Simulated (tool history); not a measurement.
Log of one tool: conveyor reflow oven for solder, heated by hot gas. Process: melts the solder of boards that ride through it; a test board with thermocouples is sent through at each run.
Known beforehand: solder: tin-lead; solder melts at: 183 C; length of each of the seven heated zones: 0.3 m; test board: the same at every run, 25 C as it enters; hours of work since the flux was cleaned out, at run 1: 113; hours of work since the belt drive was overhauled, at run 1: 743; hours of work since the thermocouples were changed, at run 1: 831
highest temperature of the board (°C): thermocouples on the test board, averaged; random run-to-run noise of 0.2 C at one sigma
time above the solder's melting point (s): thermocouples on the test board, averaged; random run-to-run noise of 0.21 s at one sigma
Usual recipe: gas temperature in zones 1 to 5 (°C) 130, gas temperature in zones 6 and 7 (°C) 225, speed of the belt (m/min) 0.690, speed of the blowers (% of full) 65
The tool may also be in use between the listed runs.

run    hour  gas temperature in zones 1 to 5 (°C)  gas temperature in zones 6 and 7 (°C)  speed of the belt (m/min)  speed of the blowers (% of full)  hours of work since the flux was cleaned out  hours of work since the belt drive was overhauled  hours of work since the thermocouples were changed  highest temperature of the board (°C)  time above the solder's melting point (s)
  1     0.0                                   130                                    225                      0.690                                65                                           113                                                743                                                 831                                  201.5                                       25.3
  2    74.0                                   130                                    225                      0.690                                65                                           171                                                801                                                 889                                  201.5                                       25.2
      141.9  -- flux residue cleaned out of gas plates and filters
  3   156.0                                   130                                    225                      0.690                                82                                            11                                                862                                                 949                                  207.8                                       31.4
      218.2  -- thermocouples of zones 6 and 7 changed
  4   230.5                                   130                                    225                      0.690                                65                                            68                                                919                                                  10                                  200.1                                       23.6
  5   291.8                                   130                                    225                      0.690                                65                                           116                                                967                                                  58                                  199.5                                       24.0
  6   366.1                                   130                                    225                      0.690                                65                                           174                                               1025                                                 116                                  199.8                                       23.4
      417.6  -- belt drive overhauled, speed set with a stopwatch
  7   419.4                                   130                                    225                      0.690                                65                                           213                                                  1                                                 155                                  198.6                                       21.8
      436.7  -- flux residue cleaned out of gas plates and filters
  8   482.1                                   130                                    225                      0.690                                60                                            36                                                 47                                                 200                                  198.3                                       21.6
  9   557.1                                   130                                    222                      0.690                                65                                            94                                                105                                                 259                                  197.7                                       20.9
 10   639.3                                   130                                    225                      0.690                                65                                           159                                                170                                                 323                                  199.7                                       23.0
      720.7  -- flux residue cleaned out of gas plates and filters
 11   725.7                                   130                                    237                      0.690                                65                                             4                                                234                                                 387                                  210.0                                       31.4
 12   800.4                                   130                                    237                      0.690                                65                                            62                                                292                                                 446                                  210.1                                       31.7
 13   859.3                                   130                                    237                      0.690                                65                                           109                                                338                                                 492                                  209.7                                       31.1
 14   896.6                                   130                                    237                      0.690                                65                                           138                                                368                                                 521                                  209.5                                       31.3
 15   957.0                                   130                                    237                      0.690                                65                                           185                                                415                                                 568                                  209.4                                       31.4
     1003.9  -- flux residue cleaned out of gas plates and filters
 16  1019.4                                   130                                    237                      0.690                                65                                            12                                                460                                                 613                                  210.9                                       32.8
 17  1101.2                                   130                                    222                      0.690                                53                                            76                                                524                                                 677                                  194.4                                       17.0
 18  1141.4                                   133                                    233                      0.806                                72                                           108                                                556                                                 709                                  203.3                                       23.6
 19  1198.8                                   133                                    233                      0.806                                72                                           153                                                601                                                 754                                  203.6                                       22.9
 20  1244.4                                   115                                    225                      0.690                                60                                           189                                                637                                                 790                                  194.6                                       16.1
     1290.4  -- flux residue cleaned out of gas plates and filters
 21  1315.1                                   115                                    225                      0.690                                60                                            19                                                688                                                 841                                  196.3                                       17.8
 22  1394.3                                   142                                    225                      0.690                                65                                            81                                                750                                                 903                                  205.1                                       31.0
 23  1430.5                                   142                                    225                      0.690                                65                                           110                                                778                                                 932                                  205.0                                       30.4
 24  1480.4                                   142                                    225                      0.690                                65                                           149                                                818                                                 971                                  204.6                                       30.9
     1514.6  -- thermocouples of zones 6 and 7 changed
 25  1566.3                                   130                                    232                      0.690                                82                                           215                                                883                                                  41                                  208.9                                       31.9
     1574.9  -- flux residue cleaned out of gas plates and filters
 26  1646.7                                   130                                    232                      0.690                                82                                            56                                                943                                                 100                                  210.5                                       32.9
 27  1710.8                                   122                                    232                      0.810                                76                                           107                                                993                                                 150                                  199.8                                       18.8
 28  1759.2                                   130                                    225                      0.700                                52                                           144                                               1031                                                 188                                  194.2                                       16.7
     1805.1  -- belt drive overhauled, speed set with a stopwatch
 29  1846.7                                   130                                    224                      0.690                                70                                           210                                                 33                                                 253                                  199.3                                       23.0
     1865.2  -- flux residue cleaned out of gas plates and filters
 30  1909.4                                   130                                    224                      0.690                                69                                            35                                                 78                                                 299                                  200.5                                       24.5
 31  1985.6                                   130                                    224                      0.690                                69                                            94                                                138                                                 358                                  200.4                                       23.7

Alternative continuations, all from the tool just after run 31; predict every row:
  A  2049.0                                   139                                    218                      0.690                                69                                           144                                                187                                                 408                                      ?                                          ?
  B  2049.0                                   126                                    225                      0.690                                66                                           144                                                187                                                 408                                      ?                                          ?
  C  2049.0                                   130                                    236                      0.803                                86                                           144                                                187                                                 408                                      ?                                          ?

run  highest temperature of the board (°C)  time above the solder's melting point (s)
  A                                  197.6                                       23.7
  B                                  199.0                                       21.8
  C                                  207.9                                       25.8
Take away the tool's hidden state, keep each run's random variation, and the runs would have read:
run  highest temperature of the board (°C)  time above the solder's melting point (s)
  A                                  197.9                                       24.1
  B                                  199.4                                       22.3
  C                                  208.5                                       26.2
